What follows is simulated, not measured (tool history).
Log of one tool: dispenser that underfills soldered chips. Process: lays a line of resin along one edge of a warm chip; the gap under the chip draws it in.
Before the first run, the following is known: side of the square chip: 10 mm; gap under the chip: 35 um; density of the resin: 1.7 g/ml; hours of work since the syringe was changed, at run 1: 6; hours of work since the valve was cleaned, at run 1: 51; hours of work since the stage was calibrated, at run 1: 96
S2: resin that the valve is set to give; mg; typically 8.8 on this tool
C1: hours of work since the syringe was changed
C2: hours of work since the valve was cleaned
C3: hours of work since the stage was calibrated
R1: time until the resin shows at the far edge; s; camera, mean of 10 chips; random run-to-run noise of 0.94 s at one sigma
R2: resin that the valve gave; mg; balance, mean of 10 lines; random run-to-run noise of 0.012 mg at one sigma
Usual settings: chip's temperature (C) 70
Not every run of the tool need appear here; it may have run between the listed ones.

{"run": 1, "hour": 0.0, "chip's temperature (C)": 70, "S2": 8.8, "C1": 6, "C2": 51, "C3": 96, "R1": 157, "R2": 8.63}
{"run": 2, "hour": 2.3, "chip's temperature (C)": 70, "S2": 8.8, "C1": 8, "C2": 53, "C3": 97, "R1": 176.8, "R2": 8.61}
{"run": 3, "hour": 6.5, "chip's temperature (C)": 70, "S2": 8.8, "C1": 10, "C2": 55, "C3": 100, "R1": 219, "R2": 8.63}
{"hour": 7.7, "done": "new syringe of resin"}
{"run": 4, "hour": 9.4, "chip's temperature (C)": 70, "S2": 8.8, "C1": 1, "C2": 57, "C3": 102, "R1": 100.9, "R2": 8.62}
{"run": 5, "hour": 13.5, "chip's temperature (C)": 70, "S2": 8.8, "C1": 4, "C2": 59, "C3": 104, "R1": 124.1, "R2": 8.61}
{"run": 6, "hour": 15.9, "chip's temperature (C)": 68, "S2": 8.8, "C1": 5, "C2": 61, "C3": 106, "R1": 157.8, "R2": 8.61}
{"run": 7, "hour": 18.6, "chip's temperature (C)": 68, "S2": 8.8, "C1": 7, "C2": 62, "C3": 107, "R1": 178.2, "R2": 8.59}
{"run": 8, "hour": 21.8, "chip's temperature (C)": 70, "S2": 8.8, "C1": 9, "C2": 64, "C3": 109, "R1": 192.5, "R2": 8.58}
{"hour": 25.8, "done": "dispensing valve cleaned and set on the balance"}
{"hour": 26.5, "done": "new syringe of resin"}
{"run": 9, "hour": 27.3, "chip's temperature (C)": 82, "S2": 8.8, "C1": 1, "C2": 1, "C3": 112, "R1": 51, "R2": 8.83}
{"run": 10, "hour": 32.3, "chip's temperature (C)": 57, "S2": 8.8, "C1": 4, "C2": 4, "C3": 115, "R1": 254.9, "R2": 8.78}
{"run": 11, "hour": 37.2, "chip's temperature (C)": 70, "S2": 8.52, "C1": 7, "C2": 7, "C3": 118, "R1": 161.2, "R2": 8.49}
{"run": 12, "hour": 39.9, "chip's temperature (C)": 70, "S2": 8.52, "C1": 8, "C2": 9, "C3": 120, "R1": 187.5, "R2": 8.51}
{"run": 13, "hour": 42.0, "chip's temperature (C)": 70, "S2": 8.52, "C1": 10, "C2": 10, "C3": 121, "R1": 207.6, "R2": 8.49}
{"hour": 44.0, "done": "new syringe of resin"}
{"run": 14, "hour": 46.8, "chip's temperature (C)": 70, "S2": 8.52, "C1": 2, "C2": 13, "C3": 124, "R1": 106.7, "R2": 8.48}
{"run": 15, "hour": 51.5, "chip's temperature (C)": 70, "S2": 8.77, "C1": 5, "C2": 16, "C3": 127, "R1": 138.2, "R2": 8.72}
{"run": 16, "hour": 55.6, "chip's temperature (C)": 62, "S2": 8.8, "C1": 7, "C2": 18, "C3": 129, "R1": 258.7, "R2": 8.73}
{"run": 17, "hour": 57.8, "chip's temperature (C)": 70, "S2": 8.8, "C1": 9, "C2": 19, "C3": 131, "R1": 186, "R2": 8.72}
{"run": 18, "hour": 60.2, "chip's temperature (C)": 70, "S2": 8.8, "C1": 10, "C2": 21, "C3": 132, "R1": 213.5, "R2": 8.73}
{"hour": 61.6, "done": "new syringe of resin"}
{"run": 19, "hour": 65.6, "chip's temperature (C)": 70, "S2": 8.8, "C1": 2, "C2": 24, "C3": 135, "R1": 113.8, "R2": 8.73}
{"run": 20, "hour": 67.7, "chip's temperature (C)": 70, "S2": 8.8, "C1": 4, "C2": 25, "C3": 137, "R1": 129.8, "R2": 8.72}
{"run": 21, "hour": 71.5, "chip's temperature (C)": 65, "S2": 9.47, "C1": 6, "C2": 28, "C3": 139, "R1": 201.9, "R2": 9.36}
{"run": 22, "hour": 74.2, "chip's temperature (C)": 65, "S2": 9.47, "C1": 8, "C2": 29, "C3": 141, "R1": 236.5, "R2": 9.37}
{"hour": 79.0, "done": "new syringe of resin"}
{"run": 23, "hour": 79.4, "chip's temperature (C)": 82, "S2": 10.35, "C1": 0, "C2": 32, "C3": 144, "R1": 49.9, "R2": 10.21}
{"run": 24, "hour": 84.1, "chip's temperature (C)": 83, "S2": 8.8, "C1": 3, "C2": 35, "C3": 147, "R1": 62.2, "R2": 8.67}
{"run": 25, "hour": 86.4, "chip's temperature (C)": 83, "S2": 10.82, "C1": 5, "C2": 37, "C3": 148, "R1": 67, "R2": 10.67}
{"run": 26, "hour": 91.1, "chip's temperature (C)": 83, "S2": 8.35, "C1": 7, "C2": 40, "C3": 151, "R1": 89.9, "R2": 8.25}
{"run": 27, "hour": 93.6, "chip's temperature (C)": 82, "S2": 8.38, "C1": 9, "C2": 41, "C3": 152, "R1": 107.5, "R2": 8.25}
{"run": 28, "hour": 96.0, "chip's temperature (C)": 67, "S2": 8.8, "C1": 10, "C2": 43, "C3": 154, "R1": 263.2, "R2": 8.66}
{"hour": 96.7, "done": "new syringe of resin"}
{"run": 29, "hour": 98.4, "chip's temperature (C)": 79, "S2": 8.06, "C1": 1, "C2": 44, "C3": 155, "R1": 65.7, "R2": 7.92}
{"run": 30, "hour": 100.8, "chip's temperature (C)": 79, "S2": 8.06, "C1": 3, "C2": 45, "C3": 157, "R1": 75.1, "R2": 7.93}
{"run": 31, "hour": 103.7, "chip's temperature (C)": 72, "S2": 8.21, "C1": 4, "C2": 47, "C3": 158, "R1": 125.1, "R2": 8.05}
{"run": 32, "hour": 108.8, "chip's temperature (C)": 72, "S2": 8.21, "C1": 8, "C2": 50, "C3": 162, "R1": 163.3, "R2": 8.07}
{"run": 33, "hour": 112.7, "chip's temperature (C)": 72, "S2": 8.21, "C1": 10, "C2": 53, "C3": 164, "R1": 200.9, "R2": 8.04}
{"hour": 114.5, "done": "new syringe of resin"}
{"run": 34, "hour": 117.0, "chip's temperature (C)": 72, "S2": 8.21, "C1": 2, "C2": 55, "C3": 166, "R1": 96.2, "R2": 8.02}
{"run": 35, "hour": 119.7, "chip's temperature (C)": 78, "S2": 8.21, "C1": 3, "C2": 57, "C3": 168, "R1": 82.9, "R2": 8.03}
{"run": 36, "hour": 123.9, "chip's temperature (C)": 78, "S2": 8.21, "C1": 6, "C2": 60, "C3": 171, "R1": 101.6, "R2": 8.02}

Here are 4 independent what-if runs from the current tool condition. What would each one return?
{"run": "A", "hour": 126.3, "chip's temperature (C)": 56, "S2": 9.83, "C1": 7, "C2": 61, "C3": 172, "R1": "?", "R2": "?"}
{"run": "B", "hour": 126.3, "chip's temperature (C)": 63, "S2": 9.61, "C1": 7, "C2": 61, "C3": 172, "R1": "?", "R2": "?"}
{"run": "C", "hour": 126.3, "chip's temperature (C)": 62, "S2": 7.57, "C1": 7, "C2": 61, "C3": 172, "R1": "?", "R2": "?"}
{"run": "D", "hour": 126.3, "chip's temperature (C)": 70, "S2": 10.72, "C1": 7, "C2": 61, "C3": 172, "R1": "?", "R2": "?"}

run=A R1=379.2 R2=9.59
run=B R1=250.8 R2=9.39
run=C R1=283 R2=7.4
run=D R1=168 R2=10.45
Take away the tool's hidden state, keep each run's random variation, and the runs would have read:
run=A R1=191.7 R2=9.83
run=B R1=126.7 R2=9.62
run=C R1=142.3 R2=7.58
run=D R1=85.4 R2=10.71
